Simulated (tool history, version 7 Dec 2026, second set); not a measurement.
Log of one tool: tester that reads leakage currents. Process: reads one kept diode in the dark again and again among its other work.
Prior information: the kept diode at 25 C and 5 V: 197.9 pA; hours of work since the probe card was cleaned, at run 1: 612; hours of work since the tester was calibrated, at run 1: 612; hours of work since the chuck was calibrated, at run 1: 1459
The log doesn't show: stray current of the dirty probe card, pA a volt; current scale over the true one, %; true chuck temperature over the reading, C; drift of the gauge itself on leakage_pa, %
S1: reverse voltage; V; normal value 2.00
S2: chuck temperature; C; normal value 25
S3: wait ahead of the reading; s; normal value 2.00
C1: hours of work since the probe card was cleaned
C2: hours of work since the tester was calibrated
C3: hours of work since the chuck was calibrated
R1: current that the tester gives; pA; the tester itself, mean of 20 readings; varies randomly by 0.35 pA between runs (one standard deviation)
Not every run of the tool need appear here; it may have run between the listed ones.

run,hour,S1,S2,S3,C1,C2,C3,R1
1,0.0,2.00,25,2.00,612,612,1459,107.10
2,15.6,2.00,49,2.00,619,619,1466,594.17
3,38.7,2.00,25,2.00,629,629,1476,106.71
4,72.2,2.00,25,2.00,644,644,1490,106.10
5,91.6,2.00,25,0.66,652,652,1499,107.21
6,118.7,2.00,25,0.66,664,664,1511,107.21
7,142.7,19.73,40,1.60,675,675,1521,1237.35
8,173.1,17.07,34,2.00,688,688,1535,737.61

Run 9 comes next. What will it give?
# hour 176.6: chuck's temperature calibrated
9,192.6,2.00,41,2.00,696,696,7,?

R1: 335.99 pA
On a tool with no hidden condition, and with the same random variation, this run would have come out at R1 374.65 pA.

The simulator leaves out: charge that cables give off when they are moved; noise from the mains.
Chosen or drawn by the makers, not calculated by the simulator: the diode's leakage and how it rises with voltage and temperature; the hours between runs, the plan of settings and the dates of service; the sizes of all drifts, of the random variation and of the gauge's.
